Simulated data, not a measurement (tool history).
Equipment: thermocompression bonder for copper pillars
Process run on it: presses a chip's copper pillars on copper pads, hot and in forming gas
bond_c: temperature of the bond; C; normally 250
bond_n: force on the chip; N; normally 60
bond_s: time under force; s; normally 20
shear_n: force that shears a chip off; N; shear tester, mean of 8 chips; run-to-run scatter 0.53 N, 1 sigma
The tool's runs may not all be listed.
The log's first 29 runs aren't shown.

Run 30, hour 1390.6: usual settings but bond_n 79 N, bond_s 46 s. Result: shear_n 66.2 N.
Run 31, hour 1440.7: usual settings but bond_n 79 N, bond_s 46 s. Result: shear_n 67.7 N.
Run 32, hour 1498.3: usual settings but bond_n 79 N, bond_s 46 s. Result: shear_n 67.1 N.
Run 33, hour 1546.5: usual settings but bond_n 79 N, bond_s 46 s. Result: shear_n 65.3 N.
At hour 1566.5: forming gas filter changed.
Run 34, hour 1581.9: usual settings but bond_c 269 C, bond_n 79 N, bond_s 46 s. Result: shear_n 75.6 N.
Run 35, hour 1647.7: usual settings but bond_c 269 C, bond_n 79 N, bond_s 46 s. Result: shear_n 74.2 N.
Run 36, hour 1690.4: usual settings but bond_c 222 C, bond_n 77 N, bond_s 32 s. Result: shear_n 49.9 N.
Run 37, hour 1726.2: usual settings but bond_c 222 C, bond_n 77 N, bond_s 32 s. Result: shear_n 49.8 N.

Consider 5 possible next runs. They are alternatives, not a sequence: every one starts from the tool as it was left by run 37. What does each give?
Run A, hour 1791.9: usual settings but bond_c 233 C, bond_n 55 N, bond_s 19 s. Result: shear_n ?.
Run B, hour 1791.9: usual settings but bond_c 262 C, bond_n 66 N, bond_s 31 s. Result: shear_n ?.
Run C, hour 1791.9: usual settings but bond_n 73 N. Result: shear_n ?.
Run D, hour 1791.9: usual settings but bond_c 269 C, bond_n 77 N, bond_s 32 s. Result: shear_n ?.
Run E, hour 1791.9: usual settings but bond_c 238 C, bond_n 85 N. Result: shear_n ?.

run  shear_n
  A       38
  B     63.2
  C     53.6
  D     69.6
  E     52.1
Had the tool no hidden state, the same runs would have come out as:
run  shear_n
  A     35.9
  B     61.2
  C     51.4
  D     67.9
  E     49.9
